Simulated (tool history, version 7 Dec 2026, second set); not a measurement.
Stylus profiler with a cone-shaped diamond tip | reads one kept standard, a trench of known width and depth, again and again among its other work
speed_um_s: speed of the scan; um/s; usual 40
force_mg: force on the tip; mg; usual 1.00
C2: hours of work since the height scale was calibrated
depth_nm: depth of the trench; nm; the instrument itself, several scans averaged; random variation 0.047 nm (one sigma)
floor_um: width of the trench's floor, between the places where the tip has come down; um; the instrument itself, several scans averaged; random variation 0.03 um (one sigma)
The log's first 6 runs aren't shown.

run 7 hour=410.8 | speed_um_s=15 force_mg=1.00 | scans_with_this_tip=10959 C2=193 | depth_nm=201.40 floor_um=17.11
run 8 hour=501.5 | speed_um_s=40 force_mg=2.69 | scans_with_this_tip=11219 C2=247 | depth_nm=202.77 floor_um=17.03
run 9 hour=557.5 | speed_um_s=40 force_mg=2.69 | scans_with_this_tip=11379 C2=280 | depth_nm=202.77 floor_um=17.04
run 10 hour=613.7 | speed_um_s=40 force_mg=0.95 | scans_with_this_tip=11540 C2=314 | depth_nm=201.37 floor_um=16.92
run 11 hour=706.3 | speed_um_s=40 force_mg=0.95 | scans_with_this_tip=11805 C2=369 | depth_nm=201.36 floor_um=16.97
run 12 hour=762.2 | speed_um_s=23 force_mg=0.95 | scans_with_this_tip=11966 C2=402 | depth_nm=201.37 floor_um=17.08
run 13 hour=835.0 | speed_um_s=23 force_mg=0.95 | scans_with_this_tip=12174 C2=445 | depth_nm=201.38 floor_um=17.06
run 14 hour=906.8 | speed_um_s=144 force_mg=1.00 | scans_with_this_tip=12380 C2=488 | depth_nm=201.43 floor_um=16.36
run 15 hour=991.2 | speed_um_s=144 force_mg=2.09 | scans_with_this_tip=12622 C2=538 | depth_nm=202.35 floor_um=16.59
run 16 hour=1057.7 | speed_um_s=18 force_mg=1.00 | scans_with_this_tip=12812 C2=577 | depth_nm=201.42 floor_um=17.09
run 17 hour=1109.4 | speed_um_s=36 force_mg=0.81 | scans_with_this_tip=12961 C2=608 | depth_nm=201.29 floor_um=16.96
run 18 hour=1183.2 | speed_um_s=54 force_mg=2.53 | scans_with_this_tip=13172 C2=652 | depth_nm=202.70 floor_um=17.04
run 19 hour=1266.4 | speed_um_s=54 force_mg=2.53 | scans_with_this_tip=13411 C2=701 | depth_nm=202.57 floor_um=17.03
run 20 hour=1355.7 | speed_um_s=54 force_mg=2.53 | scans_with_this_tip=13666 C2=754 | depth_nm=202.67 floor_um=16.95

Run 21 comes next. What will it give?
run 21 hour=1406.1 | speed_um_s=54 force_mg=2.53 | scans_with_this_tip=13811 C2=784 | depth_nm=? floor_um=?

Run 21 gave depth_nm 202.66 nm, floor_um 16.97 um.
Without the tool's hidden state the same run would have given depth_nm 202.66 nm, floor_um 16.98 um.

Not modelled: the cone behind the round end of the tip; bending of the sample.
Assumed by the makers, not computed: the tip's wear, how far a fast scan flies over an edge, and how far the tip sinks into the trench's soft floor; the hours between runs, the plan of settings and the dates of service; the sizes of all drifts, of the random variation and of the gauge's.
